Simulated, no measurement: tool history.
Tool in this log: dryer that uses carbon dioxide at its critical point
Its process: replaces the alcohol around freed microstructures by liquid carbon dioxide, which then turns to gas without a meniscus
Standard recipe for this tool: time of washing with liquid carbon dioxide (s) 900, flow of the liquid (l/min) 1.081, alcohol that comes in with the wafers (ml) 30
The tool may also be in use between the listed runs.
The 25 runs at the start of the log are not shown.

run    hour  time of washing with liquid carbon dioxide (s)  flow of the liquid (l/min)  alcohol that comes in with the wafers (ml)  hours of work since the filter was changed  hours of work since the purifier's bed was changed  alcohol left in the vessel before it's heated (ppm by volume)
     1226.7  -- purifier's bed changed
 26  1267.1                                            1080                        0.68                                          21                                         168                                                  20                                                            178
 27    1322                                            1320                        0.85                                          58                                         195                                                  46                                                             69
 28  1356.7                                            1320                        0.85                                          58                                         212                                                  63                                                             76
 29  1387.8                                            1260                        1.12                                          68                                         227                                                  78                                                             36
 30  1421.2                                            1260                        1.12                                          68                                         243                                                  94                                                             40
 31  1480.1                                             960                        1.29                                          88                                         272                                                 123                                                             90
 32  1510.2                                             960                        1.29                                          88                                         286                                                 138                                                             89
 33  1578.8                                             960                        1.29                                          88                                         320                                                 171                                                            110
 34  1645.6                                             960                        1.29                                          88                                         352                                                 203                                                            118
 35  1697.1                                             960                        0.87                                          88                                         377                                                 228                                                            648
     1722.9  -- inlet filter changed
 36  1734.2                                             840                        0.87                                          88                                           5                                                 246                                                            610
 37  1764.9                                            1020                       1.081                                          25                                          20                                                 261                                                             77

Run 38 has not been measured yet. What should we expect?
 38  1806.2                                             720                        1.01                                          32                                          40                                                 281                                                              ?

{"run 38": {"alcohol left in the vessel before it's heated (ppm by volume)": 272}}
Take away the tool's hidden state, keep the run-to-run variation as it was, and the same run would have given alcohol left in the vessel before it's heated (ppm by volume) 196.
